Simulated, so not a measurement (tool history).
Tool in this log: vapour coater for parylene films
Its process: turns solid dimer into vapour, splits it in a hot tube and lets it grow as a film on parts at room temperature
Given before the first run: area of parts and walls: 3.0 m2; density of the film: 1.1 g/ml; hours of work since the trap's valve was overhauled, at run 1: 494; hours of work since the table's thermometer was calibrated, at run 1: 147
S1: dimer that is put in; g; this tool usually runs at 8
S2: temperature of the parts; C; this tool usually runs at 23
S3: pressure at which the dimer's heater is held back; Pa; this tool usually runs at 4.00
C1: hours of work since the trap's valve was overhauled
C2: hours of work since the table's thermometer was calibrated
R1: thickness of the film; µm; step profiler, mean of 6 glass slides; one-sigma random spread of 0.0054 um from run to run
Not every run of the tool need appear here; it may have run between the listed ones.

run	hour	S1	S2	S3	C1	C2	R1
1	0.0	8	23	4.00	494	147	1.241
2	62.5	8	23	4.00	527	180	1.234
3	115.9	8	23	4.00	555	208	1.229
# hour 173.7: trap's valve overhauled
4	189.8	8	23	4.00	9	245	1.313
5	244.9	8	23	3.82	38	274	1.306
6	318.7	8	23	3.82	77	314	1.310
7	397.0	8	23	3.82	118	355	1.311
8	433.1	8	23	3.82	137	374	1.292
9	466.5	8	23	3.82	155	392	1.297
10	510.3	8	23	4.00	178	415	1.285
11	573.8	4	16	5.04	212	449	0.712
12	607.1	4	32	8.36	230	466	0.473
13	688.6	8	16	4.00	273	510	1.467
14	755.5	8	16	8.45	308	545	1.302
15	826.9	8	23	3.04	346	583	1.314
16	868.0	10	23	10.31	368	605	1.350
17	901.8	8	23	4.51	386	623	1.232

Forecast run 18:
18	974.9	9	30	4.81	425	661	?

{"run 18": {"R1": 1.176}}
Without the tool's hidden state the same run would have given R1 1.256 µm.
